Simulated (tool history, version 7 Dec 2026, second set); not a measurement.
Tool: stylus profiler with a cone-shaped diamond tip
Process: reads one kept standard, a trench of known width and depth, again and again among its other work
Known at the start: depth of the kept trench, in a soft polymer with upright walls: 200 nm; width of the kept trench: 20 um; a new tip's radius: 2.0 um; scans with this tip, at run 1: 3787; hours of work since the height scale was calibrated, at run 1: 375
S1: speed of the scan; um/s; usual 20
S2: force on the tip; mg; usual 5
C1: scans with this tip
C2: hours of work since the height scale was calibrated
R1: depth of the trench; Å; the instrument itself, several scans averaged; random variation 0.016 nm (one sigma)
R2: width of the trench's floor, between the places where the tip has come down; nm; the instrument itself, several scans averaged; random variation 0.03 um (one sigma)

run 1 hour=0 | S1=20 S2=5 | C1=3787 C2=375 | R1=2033.2 R2=17840
run 2 hour=26.5 | S1=20 S2=5 | C1=3995 C2=395 | R1=2033 R2=17800
run 3 hour=73.5 | S1=20 S2=5.17 | C1=4366 C2=432 | R1=2034.2 R2=17800
run 4 hour=120.8 | S1=20 S2=5.17 | C1=4738 C2=469 | R1=2034.2 R2=17860
run 5 hour=165 | S1=11 S2=5 | C1=5086 C2=503 | R1=2033.7 R2=17840
run 6 hour=190.2 | S1=11 S2=5 | C1=5285 C2=523 | R1=2033.7 R2=17830
run 7 hour=229.5 | S1=11 S2=3.4 | C1=5594 C2=553 | R1=2026.4 R2=17750
run 8 hour=259 | S1=11 S2=3.4 | C1=5827 C2=576 | R1=2026.4 R2=17740
run 9 hour=294.5 | S1=11 S2=3.4 | C1=6106 C2=604 | R1=2026.5 R2=17740
run 10 hour=327.4 | S1=11 S2=3.4 | C1=6365 C2=630 | R1=2027 R2=17710
run 11 hour=367 | S1=11 S2=3.4 | C1=6676 C2=660 | R1=2026.7 R2=17650
run 12 hour=409.4 | S1=11 S2=3.4 | C1=7010 C2=693 | R1=2027.1 R2=17650
run 13 hour=447.3 | S1=11 S2=2.66 | C1=7308 C2=723 | R1=2023 R2=17610
run 14 hour=469.8 | S1=11 S2=11.35 | C1=7486 C2=741 | R1=2058.3 R2=17670
run 15 hour=490.8 | S1=11 S2=4.89 | C1=7651 C2=757 | R1=2034.1 R2=17530
run 16 hour=521.3 | S1=31 S2=5.55 | C1=7891 C2=781 | R1=2037 R2=17520
run 17 hour=564 | S1=67 S2=2.16 | C1=8227 C2=814 | R1=2021 R2=17330
-- hour=588.7 height scale calibrated on a step standard
run 18 hour=595 | S1=70 S2=11.24 | C1=8467 C2=5 | R1=2056 R2=17490
run 19 hour=626.9 | S1=20 S2=5.69 | C1=8719 C2=30 | R1=2035.8 R2=17540
run 20 hour=659.6 | S1=20 S2=5.69 | C1=8976 C2=55 | R1=2035.8 R2=17500
run 21 hour=691.2 | S1=25 S2=8.1 | C1=9225 C2=80 | R1=2045.5 R2=17470
run 22 hour=722.4 | S1=7 S2=4.58 | C1=9470 C2=104 | R1=2031.1 R2=17540
run 23 hour=757.5 | S1=7 S2=4.58 | C1=9747 C2=132 | R1=2031 R2=17460
run 24 hour=779.4 | S1=15 S2=5 | C1=9919 C2=149 | R1=2033 R2=17500
run 25 hour=804.1 | S1=24 S2=7.23 | C1=10114 C2=168 | R1=2042.2 R2=17440
run 26 hour=828.5 | S1=13 S2=6.62 | C1=10306 C2=187 | R1=2040.1 R2=17440
run 27 hour=870.6 | S1=13 S2=6.62 | C1=10637 C2=220 | R1=2040.4 R2=17410
-- hour=889.1 new tip fitted, height scale calibrated
run 28 hour=921.2 | S1=16 S2=4.28 | C1=253 C2=25 | R1=2029.7 R2=18180

Forecast each of these 5 alternatives for the next run:
run A hour=957.3 | S1=13 S2=2.12 | C1=537 C2=53 | R1=? R2=?
run B hour=957.3 | S1=29 S2=5.35 | C1=537 C2=53 | R1=? R2=?
run C hour=957.3 | S1=5 S2=12.9 | C1=537 C2=53 | R1=? R2=?
run D hour=957.3 | S1=53 S2=4.28 | C1=537 C2=53 | R1=? R2=?
run E hour=957.3 | S1=62 S2=2.23 | C1=537 C2=53 | R1=? R2=?

run=A R1=2018.6 R2=18210
run=B R1=2034.4 R2=18110
run=C R1=2062 R2=18220
run=D R1=2029.9 R2=18020
run=E R1=2019.3 R2=17970
Without the tool's hidden state the same runs would have given:
run=A R1=2018.3 R2=18250
run=B R1=2034 R2=18150
run=C R1=2061.6 R2=18260
run=D R1=2029.6 R2=18060
run=E R1=2019 R2=18010

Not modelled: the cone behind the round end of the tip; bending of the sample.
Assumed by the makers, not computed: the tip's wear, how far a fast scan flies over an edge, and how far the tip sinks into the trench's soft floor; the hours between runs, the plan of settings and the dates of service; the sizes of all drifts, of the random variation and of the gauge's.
